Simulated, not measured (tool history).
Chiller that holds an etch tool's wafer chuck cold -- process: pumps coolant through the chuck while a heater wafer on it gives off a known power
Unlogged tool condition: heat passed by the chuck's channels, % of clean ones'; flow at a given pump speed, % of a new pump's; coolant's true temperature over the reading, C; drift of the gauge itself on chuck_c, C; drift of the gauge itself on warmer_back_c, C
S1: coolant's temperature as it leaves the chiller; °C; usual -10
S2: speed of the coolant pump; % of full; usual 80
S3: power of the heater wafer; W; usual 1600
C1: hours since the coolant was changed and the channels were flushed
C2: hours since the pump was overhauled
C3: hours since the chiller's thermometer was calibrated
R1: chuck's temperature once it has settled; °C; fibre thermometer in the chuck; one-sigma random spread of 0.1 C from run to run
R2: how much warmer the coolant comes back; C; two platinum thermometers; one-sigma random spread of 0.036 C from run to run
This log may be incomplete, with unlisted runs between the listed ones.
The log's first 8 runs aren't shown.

run,hour,S1,S2,S3,C1,C2,C3,R1,R2
9,554.4,-10,80,1600,6335,820,820,2.9,6.73
# hour 603.6: coolant changed, channels flushed
10,649.7,-4,80,1600,46,909,909,7.3,6.73
11,686.2,-4,80,1600,83,945,945,7.5,6.73
12,729.8,-4,80,1600,126,989,989,7.5,6.8
13,811.4,-4,80,1600,208,1071,1071,7.4,6.8
14,850.3,-4,80,1600,247,1110,1110,7.4,6.81
15,909.3,-4,80,1600,306,1169,1169,7.6,6.79
16,975.5,-4,80,1600,372,1235,1235,7.6,6.86
17,1045.9,-15,65,1600,442,1305,1305,-1.4,8.51
18,1115.6,-6,80,1371,512,1375,1375,4.1,5.84
19,1198.1,-11,74,1661,594,1457,1457,1.8,7.65
20,1238.8,-11,74,1661,635,1498,1498,2,7.67

The next listed run, before its measurement:
21,1290.3,-11,74,1661,687,1550,1550,?,?

Logged for run 21: R1 2.1 °C, R2 7.7 C.
Take away the tool's hidden state, keep the run-to-run variation as it was, and the same run would have given R1 1.5 °C, R2 7.6 C.

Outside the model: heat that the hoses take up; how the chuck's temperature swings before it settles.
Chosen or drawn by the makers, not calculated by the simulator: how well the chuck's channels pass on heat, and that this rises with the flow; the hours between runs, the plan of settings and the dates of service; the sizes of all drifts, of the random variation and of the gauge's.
